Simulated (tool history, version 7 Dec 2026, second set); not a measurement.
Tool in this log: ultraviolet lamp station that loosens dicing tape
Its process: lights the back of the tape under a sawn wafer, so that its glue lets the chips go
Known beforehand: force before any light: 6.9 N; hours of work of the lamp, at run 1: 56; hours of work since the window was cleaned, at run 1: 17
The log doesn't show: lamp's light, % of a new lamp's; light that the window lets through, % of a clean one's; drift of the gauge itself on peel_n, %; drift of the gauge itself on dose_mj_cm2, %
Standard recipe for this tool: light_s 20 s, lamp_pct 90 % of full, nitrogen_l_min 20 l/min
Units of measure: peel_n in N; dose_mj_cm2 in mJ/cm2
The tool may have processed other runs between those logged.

run   hour  light_s  lamp_pct  nitrogen_l_min  hours of work of the lamp  hours of work since the window was cleaned  peel_n  dose_mj_cm2
  1    0.0       20        90              20                         56                                          17   0.453          519
  2   50.6       21        90              20                         96                                          57   0.430          529
  3   81.8       21        90              20                        121                                          82   0.422          518
  4  126.7       20        90              20                        157                                         118   0.475          492
  5  163.2       20        90              22                        186                                         147   0.489          484
  6  201.7       20        90              22                        217                                         178   0.501          477
  7  229.8       20        90              22                        240                                         200   0.512          468
  8  261.2       20        90              22                        265                                         226   0.519          469
  9  295.8       20        90              22                        292                                         253   0.530          464
 10  336.6       20        90              22                        325                                         286   0.555          456
 11  362.0       20        90              22                        345                                         306   0.564          454
 12  416.4       20        90              22                        389                                         350   0.593          445
 13  467.3       20        90              22                        429                                         390   0.602          436
 14  509.8       33        90              20                        463                                         424   0.249          699
 15  549.2       33        90              20                        495                                         456   0.253          695
 16  583.8       14        90               8                        523                                         483   2.054          290
 17  612.1       14        90               8                        545                                         506   2.108          290
 18  650.7       29        90              38                        576                                         537   0.230          585
     665.2  -- window cleaned of glue's vapour
 19  699.7       20        95              20                        615                                          28   0.543          464
 20  753.5       20        78              31                        658                                          71   0.686          372
 21  783.0       21        71              22                        681                                          94   0.915          356
 22  808.9       21        71              22                        702                                         115   0.921          351
 23  858.2       30        76              22                        742                                         154   0.417          523
 24  903.6       30        76              22                        778                                         191   0.433          510
 25  934.2       11        64              20                        802                                         215   2.730          159

Forecast each of these 5 alternatives for the next run:
  A  960.8       14        83              20                        824                                         236       ?            ?
  B  960.8       14        70               9                        824                                         236       ?            ?
  C  960.8       33        83              15                        824                                         236       ?            ?
  D  960.8       39        70              27                        824                                         236       ?            ?
  E  960.8       20        64              20                        824                                         236       ?            ?

run  peel_n  dose_mj_cm2
  A   1.618          256
  B   2.795          211
  C   0.387          597
  D   0.273          601
  E   1.392          276
Without the tool's hidden state the same runs would have given:
run  peel_n  dose_mj_cm2
  A   0.967          355
  B   1.973          293
  C   0.206          825
  D   0.168          831
  E   0.798          382
